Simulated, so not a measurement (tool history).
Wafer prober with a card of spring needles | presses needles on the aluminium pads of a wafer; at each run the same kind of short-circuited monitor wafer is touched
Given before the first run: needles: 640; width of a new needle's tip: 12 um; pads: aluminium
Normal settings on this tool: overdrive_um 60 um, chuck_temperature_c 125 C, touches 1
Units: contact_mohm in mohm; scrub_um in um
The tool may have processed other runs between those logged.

{"run": 1, "hour": 0.0, "overdrive_um": 60, "chuck_temperature_c": 125, "touches": 1, "contact_mohm": 190, "scrub_um": 9.3}
{"hour": 8.7, "done": "tips cleaned on abrasive film"}
{"hour": 23.4, "done": "tips cleaned on abrasive film"}
{"run": 2, "hour": 28.1, "overdrive_um": 60, "chuck_temperature_c": 125, "touches": 1, "contact_mohm": 186, "scrub_um": 9.37}
{"hour": 38.4, "done": "tips cleaned on abrasive film"}
{"run": 3, "hour": 45.7, "overdrive_um": 60, "chuck_temperature_c": 125, "touches": 1, "contact_mohm": 186, "scrub_um": 9.27}
{"hour": 53.4, "done": "tips cleaned on abrasive film"}
{"run": 4, "hour": 59.8, "overdrive_um": 60, "chuck_temperature_c": 125, "touches": 1, "contact_mohm": 186, "scrub_um": 9.37}
{"hour": 67.4, "done": "tips cleaned on abrasive film"}
{"run": 5, "hour": 73.1, "overdrive_um": 60, "chuck_temperature_c": 125, "touches": 2, "contact_mohm": 183, "scrub_um": 9.29}
{"hour": 82.4, "done": "tips cleaned on abrasive film"}
{"hour": 96.7, "done": "tips cleaned on abrasive film"}
{"run": 6, "hour": 99.1, "overdrive_um": 60, "chuck_temperature_c": 125, "touches": 2, "contact_mohm": 187, "scrub_um": 9.36}
{"hour": 110.1, "done": "tips cleaned on abrasive film"}
{"run": 7, "hour": 121.7, "overdrive_um": 60, "chuck_temperature_c": 125, "touches": 2, "contact_mohm": 188, "scrub_um": 9.37}
{"hour": 123.9, "done": "tips cleaned on abrasive film"}
{"hour": 138.1, "done": "tips cleaned on abrasive film"}
{"hour": 152.4, "done": "tips cleaned on abrasive film"}
{"run": 8, "hour": 153.5, "overdrive_um": 60, "chuck_temperature_c": 125, "touches": 2, "contact_mohm": 186, "scrub_um": 9.36}
{"hour": 166.3, "done": "tips cleaned on abrasive film"}
{"run": 9, "hour": 166.4, "overdrive_um": 60, "chuck_temperature_c": 125, "touches": 2, "contact_mohm": 187, "scrub_um": 9.32}
{"hour": 180.0, "done": "tips cleaned on abrasive film"}
{"run": 10, "hour": 186.9, "overdrive_um": 60, "chuck_temperature_c": 125, "touches": 1, "contact_mohm": 186, "scrub_um": 9.35}
{"hour": 194.7, "done": "tips cleaned on abrasive film"}
{"hour": 209.0, "done": "tips cleaned on abrasive film"}
{"hour": 218.8, "done": "height of the first contact set anew"}
{"run": 11, "hour": 218.8, "overdrive_um": 60, "chuck_temperature_c": 125, "touches": 1, "contact_mohm": 185, "scrub_um": 9.34}
{"hour": 223.5, "done": "tips cleaned on abrasive film"}
{"hour": 238.4, "done": "tips cleaned on abrasive film"}
{"run": 12, "hour": 248.0, "overdrive_um": 60, "chuck_temperature_c": 125, "touches": 1, "contact_mohm": 188, "scrub_um": 9.37}
{"hour": 252.2, "done": "tips cleaned on abrasive film"}
{"hour": 266.1, "done": "tips cleaned on abrasive film"}
{"run": 13, "hour": 276.5, "overdrive_um": 60, "chuck_temperature_c": 125, "touches": 1, "contact_mohm": 187, "scrub_um": 9.37}
{"hour": 281.0, "done": "tips cleaned on abrasive film"}
{"hour": 294.6, "done": "tips cleaned on abrasive film"}
{"run": 14, "hour": 301.7, "overdrive_um": 68, "chuck_temperature_c": 125, "touches": 1, "contact_mohm": 185, "scrub_um": 10.64}
{"hour": 309.6, "done": "tips cleaned on abrasive film"}
{"hour": 323.4, "done": "tips cleaned on abrasive film"}
{"run": 15, "hour": 329.8, "overdrive_um": 68, "chuck_temperature_c": 125, "touches": 1, "contact_mohm": 188, "scrub_um": 10.6}
{"hour": 337.7, "done": "tips cleaned on abrasive film"}
{"hour": 351.2, "done": "tips cleaned on abrasive film"}
{"run": 16, "hour": 359.7, "overdrive_um": 60, "chuck_temperature_c": 125, "touches": 1, "contact_mohm": 184, "scrub_um": 9.4}
{"hour": 365.5, "done": "tips cleaned on abrasive film"}
{"hour": 379.1, "done": "tips cleaned on abrasive film"}
{"run": 17, "hour": 382.4, "overdrive_um": 59, "chuck_temperature_c": 58, "touches": 1, "contact_mohm": 173, "scrub_um": 9.26}
{"hour": 392.6, "done": "tips cleaned on abrasive film"}
{"hour": 405.8, "done": "tips cleaned on abrasive film"}
{"run": 18, "hour": 407.9, "overdrive_um": 63, "chuck_temperature_c": 63, "touches": 1, "contact_mohm": 172, "scrub_um": 9.87}
{"hour": 419.9, "done": "tips cleaned on abrasive film"}
{"run": 19, "hour": 422.7, "overdrive_um": 51, "chuck_temperature_c": 61, "touches": 3, "contact_mohm": 174, "scrub_um": 7.98}
{"hour": 434.5, "done": "tips cleaned on abrasive film"}
{"run": 20, "hour": 440.3, "overdrive_um": 70, "chuck_temperature_c": 87, "touches": 1, "contact_mohm": 180, "scrub_um": 10.93}
{"hour": 448.7, "done": "tips cleaned on abrasive film"}
{"hour": 463.1, "done": "tips cleaned on abrasive film"}
{"run": 21, "hour": 463.1, "overdrive_um": 70, "chuck_temperature_c": 87, "touches": 1, "contact_mohm": 179, "scrub_um": 10.99}
{"hour": 477.8, "done": "tips cleaned on abrasive film"}
{"run": 22, "hour": 489.7, "overdrive_um": 70, "chuck_temperature_c": 87, "touches": 1, "contact_mohm": 180, "scrub_um": 10.99}
{"hour": 492.6, "done": "tips cleaned on abrasive film"}
{"hour": 507.8, "done": "tips cleaned on abrasive film"}
{"run": 23, "hour": 519.3, "overdrive_um": 57, "chuck_temperature_c": 26, "touches": 1, "contact_mohm": 169, "scrub_um": 8.94}
{"hour": 521.8, "done": "tips cleaned on abrasive film"}
{"hour": 535.7, "done": "tips cleaned on abrasive film"}
{"run": 24, "hour": 539.2, "overdrive_um": 69, "chuck_temperature_c": 57, "touches": 1, "contact_mohm": 172, "scrub_um": 10.85}
{"hour": 548.8, "done": "tips cleaned on abrasive film"}
{"run": 25, "hour": 556.6, "overdrive_um": 59, "chuck_temperature_c": 57, "touches": 1, "contact_mohm": 169, "scrub_um": 9.26}
{"hour": 563.7, "done": "tips cleaned on abrasive film"}
{"run": 26, "hour": 572.6, "overdrive_um": 80, "chuck_temperature_c": 57, "touches": 1, "contact_mohm": 170, "scrub_um": 12.59}
{"hour": 577.1, "done": "tips cleaned on abrasive film"}
{"run": 27, "hour": 587.4, "overdrive_um": 58, "chuck_temperature_c": 60, "touches": 1, "contact_mohm": 175, "scrub_um": 9.07}
{"hour": 590.4, "done": "tips cleaned on abrasive film"}
{"run": 28, "hour": 601.7, "overdrive_um": 77, "chuck_temperature_c": 107, "touches": 2, "contact_mohm": 183, "scrub_um": 12.18}
{"hour": 604.4, "done": "tips cleaned on abrasive film"}
{"hour": 620.3, "done": "tips cleaned on abrasive film"}
{"run": 29, "hour": 628.3, "overdrive_um": 77, "chuck_temperature_c": 107, "touches": 2, "contact_mohm": 181, "scrub_um": 12.15}
{"hour": 633.5, "done": "tips cleaned on abrasive film"}
{"hour": 647.8, "done": "tips cleaned on abrasive film"}
{"run": 30, "hour": 651.4, "overdrive_um": 77, "chuck_temperature_c": 107, "touches": 2, "contact_mohm": 181, "scrub_um": 12.14}
{"hour": 662.2, "done": "tips cleaned on abrasive film"}
{"hour": 675.8, "done": "tips cleaned on abrasive film"}
{"hour": 677.8, "done": "height of the first contact set anew"}
{"run": 31, "hour": 682.7, "overdrive_um": 51, "chuck_temperature_c": 26, "touches": 2, "contact_mohm": 167, "scrub_um": 8.08}

4 ways to go on from here, each from the tool as it stands after run 31. What would each give?
{"hour": 689.3, "done": "tips cleaned on abrasive film"}
{"run": "A", "hour": 702.2, "overdrive_um": 45, "chuck_temperature_c": 75, "touches": 2, "contact_mohm": "?", "scrub_um": "?"}
{"hour": 689.3, "done": "tips cleaned on abrasive film"}
{"run": "B", "hour": 702.2, "overdrive_um": 49, "chuck_temperature_c": 29, "touches": 2, "contact_mohm": "?", "scrub_um": "?"}
{"hour": 689.3, "done": "tips cleaned on abrasive film"}
{"run": "C", "hour": 702.2, "overdrive_um": 41, "chuck_temperature_c": 26, "touches": 2, "contact_mohm": "?", "scrub_um": "?"}
{"hour": 689.3, "done": "tips cleaned on abrasive film"}
{"run": "D", "hour": 702.2, "overdrive_um": 66, "chuck_temperature_c": 26, "touches": 2, "contact_mohm": "?", "scrub_um": "?"}

run=A contact_mohm=176 scrub_um=7.15
run=B contact_mohm=167 scrub_um=7.78
run=C contact_mohm=168 scrub_um=6.48
run=D contact_mohm=168 scrub_um=10.47
What these runs would have given with no unlogged condition in the tool:
run=A contact_mohm=175 scrub_um=7.03
run=B contact_mohm=166 scrub_um=7.65
run=C contact_mohm=167 scrub_um=6.37
run=D contact_mohm=167 scrub_um=10.29
